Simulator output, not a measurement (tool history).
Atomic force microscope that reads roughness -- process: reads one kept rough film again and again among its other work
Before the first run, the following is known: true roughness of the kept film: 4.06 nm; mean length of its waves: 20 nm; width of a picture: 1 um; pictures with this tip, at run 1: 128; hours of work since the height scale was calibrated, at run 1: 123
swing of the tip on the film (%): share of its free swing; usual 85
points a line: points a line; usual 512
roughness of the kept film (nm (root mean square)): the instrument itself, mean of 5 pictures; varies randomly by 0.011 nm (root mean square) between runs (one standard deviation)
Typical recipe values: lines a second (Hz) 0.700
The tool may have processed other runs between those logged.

run,hour,lines a second (Hz),swing of the tip on the film (%),points a line,pictures with this tip,hours of work since the height scale was calibrated,roughness of the kept film (nm (root mean square))
1,0.0,0.700,85,512,128,123,2.636
2,19.4,0.700,85,512,153,135,2.650
3,33.0,0.700,85,787,171,142,2.623
# hour 46.0: new tip fitted
4,51.8,0.700,58,512,8,153,2.818
5,70.6,0.700,60,512,32,164,2.794
6,82.0,0.700,85,512,47,170,2.615
7,97.7,0.700,85,512,68,179,2.617
8,113.2,0.700,85,512,88,188,2.627
9,125.2,0.700,83,512,104,195,2.646
10,141.9,0.700,63,512,126,205,2.788
11,153.7,0.700,63,512,142,211,2.787
12,165.9,0.700,85,512,158,218,2.636
13,181.0,0.700,85,512,178,227,2.632
# hour 188.7: new tip fitted
14,201.8,0.700,85,512,17,239,2.636
15,212.8,0.700,85,512,32,245,2.635
16,227.8,0.700,85,477,51,254,2.614
17,236.9,2.752,89,395,63,259,1.989
18,249.9,0.516,85,512,80,266,2.679
19,262.6,2.363,85,512,97,274,2.194
20,284.4,3.437,90,515,126,286,1.833
21,304.4,3.293,61,271,152,298,2.519
22,315.9,0.913,72,1016,167,304,2.732
# hour 330.5: new tip fitted
23,337.2,2.514,87,896,9,316,2.126
24,349.8,0.651,82,539,25,323,2.657
25,368.4,0.602,60,375,50,334,2.787
26,378.3,0.602,60,375,63,340,2.796
27,395.1,2.832,85,355,85,349,2.076
28,416.4,3.523,57,620,113,362,2.619
29,435.7,0.730,63,270,138,373,2.728
30,449.2,1.625,85,765,156,381,2.372
31,469.4,1.625,85,765,183,392,2.379

Branching from run 31: 4 alternative next runs. What would each branch give?
# hour 473.1: new tip fitted
A,487.0,3.237,80,747,18,402,?
# hour 473.1: new tip fitted
B,487.0,1.625,85,445,18,402,?
# hour 473.1: new tip fitted
C,487.0,2.065,73,292,18,402,?
# hour 473.1: new tip fitted
D,487.0,0.700,65,512,18,402,?

run,roughness of the kept film (nm (root mean square))
A,2.167
B,2.360
C,2.433
D,2.795
Without the tool's unlogged condition, the same runs would have read:
run,roughness of the kept film (nm (root mean square))
A,2.168
B,2.361
C,2.434
D,2.796

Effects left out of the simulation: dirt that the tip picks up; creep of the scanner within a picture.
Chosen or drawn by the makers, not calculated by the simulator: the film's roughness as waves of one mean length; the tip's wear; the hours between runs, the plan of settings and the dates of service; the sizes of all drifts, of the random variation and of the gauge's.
